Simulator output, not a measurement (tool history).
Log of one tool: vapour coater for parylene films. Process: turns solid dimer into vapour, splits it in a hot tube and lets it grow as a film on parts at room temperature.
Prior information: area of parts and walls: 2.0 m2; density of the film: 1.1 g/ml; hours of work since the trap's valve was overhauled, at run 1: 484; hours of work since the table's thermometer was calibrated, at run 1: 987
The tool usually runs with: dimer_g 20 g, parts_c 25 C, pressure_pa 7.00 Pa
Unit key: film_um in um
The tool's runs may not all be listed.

run,hour,dimer_g,parts_c,pressure_pa,hours of work since the trap's valve was overhauled,hours of work since the table's thermometer was calibrated,film_um
1,0.0,20,25,7.00,484,987,4.17
2,23.0,20,25,7.00,499,1002,4.21
3,55.9,20,25,7.00,521,1023,4.26
4,86.2,20,25,7.00,541,1043,4.16
5,110.8,20,25,9.62,557,1059,3.87
# hour 134.5: trap's valve overhauled
6,140.8,35,25,7.00,4,1076,8.24
7,181.8,20,21,7.00,31,1103,5.18
8,201.4,35,21,7.00,44,1116,8.98
9,241.8,35,21,7.00,71,1143,8.82
10,281.8,12,25,7.00,97,1169,2.74
11,300.4,12,25,7.00,109,1181,2.81
12,341.4,12,25,7.00,136,1208,2.72
13,378.2,12,25,7.00,160,1232,2.73
14,404.3,12,25,7.00,177,1250,2.69
# hour 440.7: table's thermometer calibrated
15,441.5,12,25,7.00,201,1,2.70
16,477.9,12,25,7.00,225,24,2.71
17,517.0,12,25,7.00,251,50,2.68
18,559.4,12,25,7.00,278,78,2.71
# hour 570.8: table's thermometer calibrated, once more
19,582.5,12,25,7.00,293,8,2.61
20,618.0,12,25,7.00,316,31,2.65
21,657.4,12,25,7.00,342,57,2.59
22,677.4,12,25,7.00,355,70,2.55
23,716.0,20,25,7.00,381,95,4.26
24,735.3,20,25,7.00,393,108,4.24
25,760.3,20,25,7.00,410,125,4.31
26,785.6,31,19,7.00,426,141,7.64
27,810.3,9,19,2.51,443,157,2.67
28,842.0,30,25,2.80,464,178,7.46
29,872.7,30,25,4.10,484,198,7.03
30,892.7,15,17,10.25,497,211,3.50
31,910.5,20,23,9.50,509,223,4.10
32,929.8,20,21,7.00,521,236,4.60
33,960.3,13,25,7.00,541,256,2.70
# hour 1005.3: trap's valve overhauled
34,1007.0,13,25,7.00,1,284,2.98
35,1048.4,13,25,7.00,28,311,3.02
36,1066.2,13,25,7.00,40,323,3.00
37,1095.1,11,25,7.00,59,342,2.51
38,1134.6,20,25,3.65,85,368,5.17
39,1154.8,20,25,3.65,98,381,5.12
40,1179.1,17,25,7.00,114,397,3.83
41,1214.2,18,23,3.08,137,420,5.01
42,1240.9,18,23,3.08,155,438,4.95
43,1267.4,18,23,3.08,172,455,4.98
44,1309.5,29,24,2.53,200,483,8.00
45,1330.5,29,24,2.53,214,496,8.12
46,1351.0,19,35,4.93,227,510,3.54
47,1377.1,34,35,9.09,244,527,5.67
48,1399.4,34,21,5.59,259,542,8.61

Below, each run's measurement less what the same run would have read without the hidden state. Both values contain the same run-to-run variation, but the gauge's scatter may not be the same in both:
The tool's hidden condition here consists of: vapour lost through the trap's worn valve, %; true temperature of the parts over the reading, C; drift of the gauge itself on film_um, %.
run,film_um
1,-0.43
2,-0.45
3,-0.47
4,-0.49
5,-0.47
6,+0.12
7,+0.05
8,+0.07
9,+0.02
10,+0.00
11,-0.01
12,-0.03
13,-0.04
14,-0.05
15,-0.04
16,-0.06
17,-0.07
18,-0.09
19,-0.18
20,-0.20
21,-0.21
22,-0.22
23,-0.37
24,-0.39
25,-0.41
26,-0.76
27,-0.28
28,-0.81
29,-0.79
30,-0.41
31,-0.49
32,-0.56
33,-0.34
34,-0.01
35,-0.02
36,-0.03
37,-0.03
38,-0.09
39,-0.11
40,-0.09
41,-0.14
42,-0.16
43,-0.18
44,-0.33
45,-0.36
46,-0.17
47,-0.29
48,-0.47

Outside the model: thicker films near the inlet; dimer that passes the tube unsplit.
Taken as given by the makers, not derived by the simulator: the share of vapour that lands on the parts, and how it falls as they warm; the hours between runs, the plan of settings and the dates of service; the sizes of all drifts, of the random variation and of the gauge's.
